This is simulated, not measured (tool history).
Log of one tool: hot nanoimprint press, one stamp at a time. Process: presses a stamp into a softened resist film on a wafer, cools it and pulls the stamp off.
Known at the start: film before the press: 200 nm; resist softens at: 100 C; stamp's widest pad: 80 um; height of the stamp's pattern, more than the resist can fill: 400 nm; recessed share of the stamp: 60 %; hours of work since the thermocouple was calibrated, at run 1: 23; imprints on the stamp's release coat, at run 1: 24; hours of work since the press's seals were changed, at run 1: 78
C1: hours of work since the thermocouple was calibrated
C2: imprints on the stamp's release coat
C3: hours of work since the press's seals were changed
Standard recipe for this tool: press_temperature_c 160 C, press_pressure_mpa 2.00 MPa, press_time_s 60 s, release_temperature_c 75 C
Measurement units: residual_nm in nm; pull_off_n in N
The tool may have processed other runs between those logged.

{"run": 1, "hour": 0.0, "press_temperature_c": 160, "press_pressure_mpa": 2.0, "press_time_s": 60, "release_temperature_c": 75, "C1": 23, "C2": 24, "C3": 78, "residual_nm": 116.1, "pull_off_n": 145}
{"run": 2, "hour": 20.7, "press_temperature_c": 160, "press_pressure_mpa": 2.0, "press_time_s": 60, "release_temperature_c": 75, "C1": 34, "C2": 101, "C3": 90, "residual_nm": 116.1, "pull_off_n": 140}
{"run": 3, "hour": 36.7, "press_temperature_c": 160, "press_pressure_mpa": 2.0, "press_time_s": 60, "release_temperature_c": 75, "C1": 43, "C2": 161, "C3": 99, "residual_nm": 116.0, "pull_off_n": 146}
{"run": 4, "hour": 49.1, "press_temperature_c": 160, "press_pressure_mpa": 2.0, "press_time_s": 60, "release_temperature_c": 75, "C1": 50, "C2": 207, "C3": 106, "residual_nm": 115.7, "pull_off_n": 150}
{"run": 5, "hour": 74.1, "press_temperature_c": 160, "press_pressure_mpa": 2.0, "press_time_s": 60, "release_temperature_c": 75, "C1": 64, "C2": 299, "C3": 120, "residual_nm": 116.0, "pull_off_n": 152}
{"run": 6, "hour": 92.8, "press_temperature_c": 160, "press_pressure_mpa": 2.0, "press_time_s": 64, "release_temperature_c": 75, "C1": 74, "C2": 369, "C3": 130, "residual_nm": 114.1, "pull_off_n": 154}
{"run": 7, "hour": 108.8, "press_temperature_c": 166, "press_pressure_mpa": 2.0, "press_time_s": 60, "release_temperature_c": 75, "C1": 83, "C2": 428, "C3": 139, "residual_nm": 87.3, "pull_off_n": 158}
{"run": 8, "hour": 132.6, "press_temperature_c": 160, "press_pressure_mpa": 2.0, "press_time_s": 60, "release_temperature_c": 75, "C1": 96, "C2": 517, "C3": 152, "residual_nm": 117.5, "pull_off_n": 162}
{"run": 9, "hour": 145.8, "press_temperature_c": 160, "press_pressure_mpa": 2.0, "press_time_s": 60, "release_temperature_c": 75, "C1": 104, "C2": 566, "C3": 159, "residual_nm": 116.4, "pull_off_n": 166}
{"run": 10, "hour": 158.2, "press_temperature_c": 160, "press_pressure_mpa": 2.0, "press_time_s": 60, "release_temperature_c": 75, "C1": 111, "C2": 612, "C3": 166, "residual_nm": 117.0, "pull_off_n": 168}
{"run": 11, "hour": 172.9, "press_temperature_c": 160, "press_pressure_mpa": 2.39, "press_time_s": 60, "release_temperature_c": 75, "C1": 119, "C2": 667, "C3": 174, "residual_nm": 108.1, "pull_off_n": 163}
{"run": 12, "hour": 196.7, "press_temperature_c": 160, "press_pressure_mpa": 2.39, "press_time_s": 60, "release_temperature_c": 75, "C1": 132, "C2": 755, "C3": 188, "residual_nm": 108.0, "pull_off_n": 169}
{"run": 13, "hour": 207.1, "press_temperature_c": 163, "press_pressure_mpa": 2.0, "press_time_s": 60, "release_temperature_c": 75, "C1": 138, "C2": 794, "C3": 193, "residual_nm": 101.7, "pull_off_n": 172}
{"run": 14, "hour": 218.0, "press_temperature_c": 163, "press_pressure_mpa": 2.0, "press_time_s": 60, "release_temperature_c": 75, "C1": 144, "C2": 834, "C3": 200, "residual_nm": 101.8, "pull_off_n": 180}
{"run": 15, "hour": 228.8, "press_temperature_c": 163, "press_pressure_mpa": 2.0, "press_time_s": 60, "release_temperature_c": 75, "C1": 150, "C2": 874, "C3": 206, "residual_nm": 101.4, "pull_off_n": 171}
{"run": 16, "hour": 252.5, "press_temperature_c": 163, "press_pressure_mpa": 2.67, "press_time_s": 53, "release_temperature_c": 62, "C1": 163, "C2": 962, "C3": 219, "residual_nm": 92.7, "pull_off_n": 225}
{"hour": 267.1, "done": "stamp cleaned and given a new release coat"}
{"run": 17, "hour": 278.9, "press_temperature_c": 160, "press_pressure_mpa": 2.0, "press_time_s": 79, "release_temperature_c": 61, "C1": 174, "C2": 44, "C3": 230, "residual_nm": 108.6, "pull_off_n": 182}
{"run": 18, "hour": 291.3, "press_temperature_c": 160, "press_pressure_mpa": 2.0, "press_time_s": 79, "release_temperature_c": 61, "C1": 181, "C2": 90, "C3": 237, "residual_nm": 108.5, "pull_off_n": 190}
{"run": 19, "hour": 311.8, "press_temperature_c": 169, "press_pressure_mpa": 1.61, "press_time_s": 75, "release_temperature_c": 80, "C1": 193, "C2": 166, "C3": 248, "residual_nm": 78.8, "pull_off_n": 132}
{"run": 20, "hour": 334.3, "press_temperature_c": 169, "press_pressure_mpa": 1.61, "press_time_s": 75, "release_temperature_c": 80, "C1": 205, "C2": 250, "C3": 261, "residual_nm": 78.7, "pull_off_n": 133}
{"hour": 339.1, "done": "plate thermocouple calibrated"}
{"run": 21, "hour": 360.1, "press_temperature_c": 160, "press_pressure_mpa": 1.83, "press_time_s": 86, "release_temperature_c": 75, "C1": 12, "C2": 334, "C3": 274, "residual_nm": 110.2, "pull_off_n": 152}
{"run": 22, "hour": 379.9, "press_temperature_c": 160, "press_pressure_mpa": 1.83, "press_time_s": 86, "release_temperature_c": 75, "C1": 23, "C2": 408, "C3": 285, "residual_nm": 111.0, "pull_off_n": 157}
{"run": 23, "hour": 397.6, "press_temperature_c": 160, "press_pressure_mpa": 1.83, "press_time_s": 95, "release_temperature_c": 75, "C1": 32, "C2": 474, "C3": 294, "residual_nm": 107.4, "pull_off_n": 161}
{"run": 24, "hour": 419.4, "press_temperature_c": 159, "press_pressure_mpa": 2.0, "press_time_s": 60, "release_temperature_c": 74, "C1": 45, "C2": 555, "C3": 306, "residual_nm": 124.0, "pull_off_n": 167}
{"hour": 439.3, "done": "plate thermocouple calibrated, once more"}
{"run": 25, "hour": 448.1, "press_temperature_c": 169, "press_pressure_mpa": 2.3, "press_time_s": 60, "release_temperature_c": 74, "C1": 5, "C2": 650, "C3": 321, "residual_nm": 70.7, "pull_off_n": 170}
{"run": 26, "hour": 458.7, "press_temperature_c": 160, "press_pressure_mpa": 2.0, "press_time_s": 91, "release_temperature_c": 75, "C1": 11, "C2": 689, "C3": 327, "residual_nm": 103.2, "pull_off_n": 169}
{"run": 27, "hour": 472.4, "press_temperature_c": 169, "press_pressure_mpa": 2.91, "press_time_s": 40, "release_temperature_c": 78, "C1": 18, "C2": 740, "C3": 334, "residual_nm": 72.5, "pull_off_n": 159}
{"run": 28, "hour": 483.0, "press_temperature_c": 169, "press_pressure_mpa": 2.91, "press_time_s": 40, "release_temperature_c": 78, "C1": 24, "C2": 780, "C3": 340, "residual_nm": 72.1, "pull_off_n": 157}
{"run": 29, "hour": 496.8, "press_temperature_c": 160, "press_pressure_mpa": 2.3, "press_time_s": 60, "release_temperature_c": 75, "C1": 32, "C2": 831, "C3": 348, "residual_nm": 110.8, "pull_off_n": 174}

3 ways to go on from here, each from the tool as it stands after run 29. What would each give?
{"run": "A", "hour": 521.0, "press_temperature_c": 160, "press_pressure_mpa": 2.3, "press_time_s": 60, "release_temperature_c": 76, "C1": 45, "C2": 921, "C3": 361, "residual_nm": "?", "pull_off_n": "?"}
{"run": "B", "hour": 521.0, "press_temperature_c": 163, "press_pressure_mpa": 2.3, "press_time_s": 60, "release_temperature_c": 75, "C1": 45, "C2": 921, "C3": 361, "residual_nm": "?", "pull_off_n": "?"}
{"run": "C", "hour": 521.0, "press_temperature_c": 160, "press_pressure_mpa": 1.65, "press_time_s": 60, "release_temperature_c": 75, "C1": 45, "C2": 921, "C3": 361, "residual_nm": "?", "pull_off_n": "?"}

run=A residual_nm=111.0 pull_off_n=170
run=B residual_nm=95.2 pull_off_n=175
run=C residual_nm=126.9 pull_off_n=173
With the hidden condition removed and each run's random variation left untouched, the same runs would have given:
run=A residual_nm=108.6 pull_off_n=136
run=B residual_nm=92.9 pull_off_n=141
run=C residual_nm=124.9 pull_off_n=139
